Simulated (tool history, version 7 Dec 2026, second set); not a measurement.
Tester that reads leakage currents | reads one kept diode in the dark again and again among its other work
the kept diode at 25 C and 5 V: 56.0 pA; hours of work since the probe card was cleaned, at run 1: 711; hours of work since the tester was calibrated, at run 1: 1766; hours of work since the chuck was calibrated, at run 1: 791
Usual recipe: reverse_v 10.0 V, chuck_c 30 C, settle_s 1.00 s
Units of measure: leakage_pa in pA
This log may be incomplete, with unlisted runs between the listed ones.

| run | day | reverse_v | chuck_c | settle_s | hours of work since the probe card was cleaned | hours of work since the tester was calibrated | hours of work since the chuck was calibrated | leakage_pa |
|---|---|---|---|---|---|---|---|---|
| 1 | 0.000 | 10.0 | 30 | 1.00 | 711 | 1766 | 791 | 108.11 |
| 2 | 2.112 | 10.0 | 30 | 1.00 | 736 | 1791 | 816 | 108.01 |
| 3 | 4.725 | 10.0 | 30 | 1.00 | 767 | 1823 | 847 | 108.34 |
| 4 | 9.062 | 10.0 | 56 | 1.00 | 819 | 1874 | 899 | 768.49 |
| 5 | 11.638 | 10.0 | 56 | 1.00 | 849 | 1905 | 930 | 763.53 |
| 6 | 15.258 | 10.0 | 56 | 1.00 | 892 | 1948 | 973 | 761.58 |
| 7 | 20.458 | 10.0 | 56 | 1.00 | 954 | 2010 | 1035 | 759.36 |
| 8 | 23.196 | 10.0 | 30 | 1.68 | 987 | 2042 | 1067 | 106.71 |
| 9 | 28.388 | 10.0 | 30 | 0.99 | 1049 | 2104 | 1129 | 107.88 |
| 10 | 32.404 | 10.0 | 30 | 0.99 | 1096 | 2152 | 1177 | 107.55 |
| 11 | 35.275 | 10.0 | 30 | 1.00 | 1131 | 2186 | 1211 | 107.63 |
| 12 | 37.842 | 10.0 | 30 | 1.00 | 1161 | 2217 | 1241 | 107.48 |
| 13 | 41.775 | 10.0 | 30 | 1.00 | 1208 | 2264 | 1288 | 107.12 |
| 14 | 45.762 | 10.0 | 53 | 0.65 | 1256 | 2311 | 1336 | 596.41 |
| 15 | 50.562 | 1.8 | 24 | 8.35 | 1313 | 2368 | 1393 | 32.43 |
| 16 | 53.483 | 10.0 | 41 | 1.05 | 1347 | 2403 | 1428 | 243.56 |
|  | 57.271 | chuck's temperature calibrated |
| 17 | 58.396 | 10.0 | 34 | 1.00 | 1405 | 2460 | 13 | 169.02 |
| 18 | 61.242 | 10.0 | 51 | 0.38 | 1439 | 2494 | 47 | 599.87 |
| 19 | 65.592 | 18.5 | 24 | 4.93 | 1490 | 2546 | 99 | 106.74 |
| 20 | 70.612 | 18.5 | 24 | 4.93 | 1550 | 2606 | 159 | 106.98 |
| 21 | 73.017 | 18.5 | 46 | 9.44 | 1579 | 2634 | 187 | 507.40 |
| 22 | 75.862 | 10.6 | 47 | 0.67 | 1613 | 2668 | 221 | 447.52 |
| 23 | 80.529 | 1.5 | 22 | 1.00 | 1668 | 2724 | 277 | 30.25 |
| 24 | 82.967 | 5.6 | 43 | 1.00 | 1697 | 2753 | 306 | 258.95 |

Run 25 is up next; what results do you expect?
| 25 | 88.150 | 1.2 | 32 | 0.61 | 1759 | 2815 | 368 | ? |

Run 25 gave leakage_pa 62.67 pA.
Minus the tool's unlogged condition, the same run would have read leakage_pa 63.61 pA.
